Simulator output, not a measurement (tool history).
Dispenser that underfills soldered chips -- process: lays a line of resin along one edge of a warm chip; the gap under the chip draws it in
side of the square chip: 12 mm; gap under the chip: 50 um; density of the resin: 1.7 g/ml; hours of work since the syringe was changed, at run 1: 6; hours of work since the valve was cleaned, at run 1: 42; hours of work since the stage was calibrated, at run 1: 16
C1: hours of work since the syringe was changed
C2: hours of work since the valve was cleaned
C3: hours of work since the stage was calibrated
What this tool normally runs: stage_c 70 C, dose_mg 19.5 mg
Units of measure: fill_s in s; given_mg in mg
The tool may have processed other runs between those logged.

run 1 hour=0.0 | stage_c=70 dose_mg=19.5 | C1=6 C2=42 C3=16 | fill_s=65.7 given_mg=19.11
run 2 hour=5.2 | stage_c=70 dose_mg=19.5 | C1=10 C2=45 C3=19 | fill_s=82.2 given_mg=19.04
-- hour=6.9 new syringe of resin
run 3 hour=10.2 | stage_c=70 dose_mg=19.5 | C1=2 C2=49 C3=23 | fill_s=50.8 given_mg=19.02
run 4 hour=14.2 | stage_c=70 dose_mg=17.9 | C1=5 C2=52 C3=25 | fill_s=63.0 given_mg=17.57
run 5 hour=17.3 | stage_c=70 dose_mg=17.9 | C1=7 C2=54 C3=28 | fill_s=70.7 given_mg=17.51
-- hour=22.9 new syringe of resin
run 6 hour=24.1 | stage_c=70 dose_mg=17.9 | C1=1 C2=58 C3=32 | fill_s=47.4 given_mg=17.42
run 7 hour=31.0 | stage_c=70 dose_mg=17.9 | C1=6 C2=63 C3=37 | fill_s=64.1 given_mg=17.43
run 8 hour=35.0 | stage_c=67 dose_mg=22.9 | C1=8 C2=66 C3=40 | fill_s=80.8 given_mg=22.41
-- hour=38.6 new syringe of resin
run 9 hour=40.4 | stage_c=67 dose_mg=22.9 | C1=1 C2=69 C3=43 | fill_s=51.6 given_mg=22.01
run 10 hour=47.4 | stage_c=58 dose_mg=22.9 | C1=6 C2=74 C3=48 | fill_s=95.6 given_mg=22.26
run 11 hour=52.4 | stage_c=78 dose_mg=23.8 | C1=10 C2=78 C3=52 | fill_s=61.4 given_mg=23.11
-- hour=54.5 new syringe of resin
run 12 hour=59.0 | stage_c=59 dose_mg=24.5 | C1=3 C2=82 C3=56 | fill_s=79.5 given_mg=23.81
run 13 hour=62.3 | stage_c=59 dose_mg=24.5 | C1=5 C2=84 C3=58 | fill_s=91.4 given_mg=23.64

Branching from run 13: 5 alternative next runs. What would each branch give?
run A hour=68.6 | stage_c=69 dose_mg=18.0 | C1=10 C2=89 C3=63 | fill_s=? given_mg=?
run B hour=68.6 | stage_c=81 dose_mg=23.2 | C1=10 C2=89 C3=63 | fill_s=? given_mg=?
run C hour=68.6 | stage_c=70 dose_mg=21.1 | C1=10 C2=89 C3=63 | fill_s=? given_mg=?
run D hour=68.6 | stage_c=59 dose_mg=25.0 | C1=10 C2=89 C3=63 | fill_s=? given_mg=?
run E hour=68.6 | stage_c=69 dose_mg=18.9 | C1=10 C2=89 C3=63 | fill_s=? given_mg=?

run=A fill_s=88.6 given_mg=17.28
run=B fill_s=58.3 given_mg=22.23
run=C fill_s=82.4 given_mg=20.20
run=D fill_s=121.1 given_mg=24.06
run=E fill_s=86.9 given_mg=18.17
Take away the tool's hidden state, keep each run's random variation, and the runs would have read:
run=A fill_s=46.8 given_mg=17.92
run=B fill_s=31.0 given_mg=23.06
run=C fill_s=43.8 given_mg=20.95
run=D fill_s=64.7 given_mg=24.95
run=E fill_s=46.2 given_mg=18.85

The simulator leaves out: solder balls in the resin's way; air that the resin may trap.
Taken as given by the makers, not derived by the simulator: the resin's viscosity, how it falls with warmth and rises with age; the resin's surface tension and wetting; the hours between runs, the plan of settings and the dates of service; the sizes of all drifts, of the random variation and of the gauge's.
